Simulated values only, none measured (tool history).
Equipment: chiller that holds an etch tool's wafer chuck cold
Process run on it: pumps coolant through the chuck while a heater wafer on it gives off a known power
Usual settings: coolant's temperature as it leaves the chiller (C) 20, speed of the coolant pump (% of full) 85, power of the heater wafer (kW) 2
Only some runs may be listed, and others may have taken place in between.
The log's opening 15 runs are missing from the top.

run,hour,coolant's temperature as it leaves the chiller (C),speed of the coolant pump (% of full),power of the heater wafer (kW),chuck's temperature once it has settled (K),how much warmer the coolant comes back (C)
16,530.8,20,85,2.96,325.25,9.77
17,565.8,20,85,2.96,325.45,9.75
18,595.4,12,85,2.199,309.15,7.31
19,644.8,12,85,2.199,309.35,7.27
20,684.1,20,85,2,314.95,6.57
21,716.2,24,78,2,320.05,7.22
22,744.4,24,78,2,319.85,7.29
23,786.3,27,94,2.167,322.45,6.43
24,822.7,27,94,2.167,322.25,6.41
# hour 867.2: chiller's thermometer calibrated
25,873,13,70,2.167,312.35,8.84
26,918.4,20,83,2,315.25,6.77
27,958.7,20,73,2,316.85,7.73
28,999,20,73,2,316.95,7.74
29,1040,24,62,2,323.15,9.24
30,1086.6,20,92,1.98,313.65,6.02
31,1135.6,20,83,1.618,311.05,5.49

5 options for the next run, each taken on its own from the tool as it stands now. Forecast them:
A,1180.3,20,60,1.369,?,?
B,1180.3,20,85,2.129,?,?
C,1180.3,21,85,2,?,?
D,1180.3,30,83,1.618,?,?
E,1180.3,20,85,1.443,?,?

run,chuck's temperature once it has settled (K),how much warmer the coolant comes back (C)
A,311.25,6.63
B,316.15,7
C,315.95,6.61
D,320.95,5.47
E,308.75,4.76
With no hidden state in the tool, these same runs would have given:
run,chuck's temperature once it has settled (K),how much warmer the coolant comes back (C)
A,311.25,6.63
B,316.15,7
C,315.95,6.61
D,320.95,5.47
E,308.75,4.76
